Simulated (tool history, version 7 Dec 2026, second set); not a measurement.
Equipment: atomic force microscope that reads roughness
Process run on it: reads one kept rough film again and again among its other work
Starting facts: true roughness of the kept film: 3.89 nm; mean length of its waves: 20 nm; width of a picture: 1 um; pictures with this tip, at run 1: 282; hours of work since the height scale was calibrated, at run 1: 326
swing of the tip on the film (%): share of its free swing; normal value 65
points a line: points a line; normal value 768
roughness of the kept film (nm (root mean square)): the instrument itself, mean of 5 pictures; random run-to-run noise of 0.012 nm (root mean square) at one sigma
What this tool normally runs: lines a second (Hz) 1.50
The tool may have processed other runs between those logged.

run	hour	lines a second (Hz)	swing of the tip on the film (%)	points a line	pictures with this tip	hours of work since the height scale was calibrated	roughness of the kept film (nm (root mean square))
1	0.0	1.50	65	768	282	326	1.908
2	16.2	1.50	65	906	300	335	1.873
3	23.0	1.50	65	906	308	339	1.866
4	29.9	1.50	65	906	316	343	1.836
5	36.7	1.50	65	906	324	347	1.819
# hour 47.1: new tip fitted
6	47.1	1.50	65	768	0	353	2.813
7	57.1	0.51	65	768	11	358	2.868
8	68.2	1.50	65	768	24	365	2.686
9	85.0	0.84	65	768	44	375	2.693
10	97.6	0.84	65	768	58	382	2.623
11	108.7	0.84	65	768	71	388	2.583
12	121.5	0.84	65	768	86	396	2.484
13	132.0	0.84	65	585	98	402	2.466
14	147.2	2.23	65	585	116	410	2.272
15	161.4	2.23	79	514	132	419	2.033
16	177.8	2.23	79	514	151	428	1.995
17	189.6	2.84	87	564	165	435	1.705
18	201.4	0.50	57	800	179	442	2.267
19	215.6	0.50	57	800	195	450	2.243
20	224.6	0.50	57	800	206	455	2.190
21	234.4	1.50	90	922	217	461	1.794

Predict each of these 4 candidate next runs independently; none follows another, all start after run 21:
A	245.6	1.50	79	783	230	467	?
B	245.6	2.00	90	492	230	467	?
C	245.6	1.69	73	526	230	467	?
D	245.6	0.71	57	890	230	467	?

run	roughness of the kept film (nm (root mean square))
A	1.910
B	1.660
C	1.932
D	2.131
With the hidden condition removed and each run's random variation left untouched, the same runs would have given:
run	roughness of the kept film (nm (root mean square))
A	2.704
B	2.349
C	2.736
D	3.015
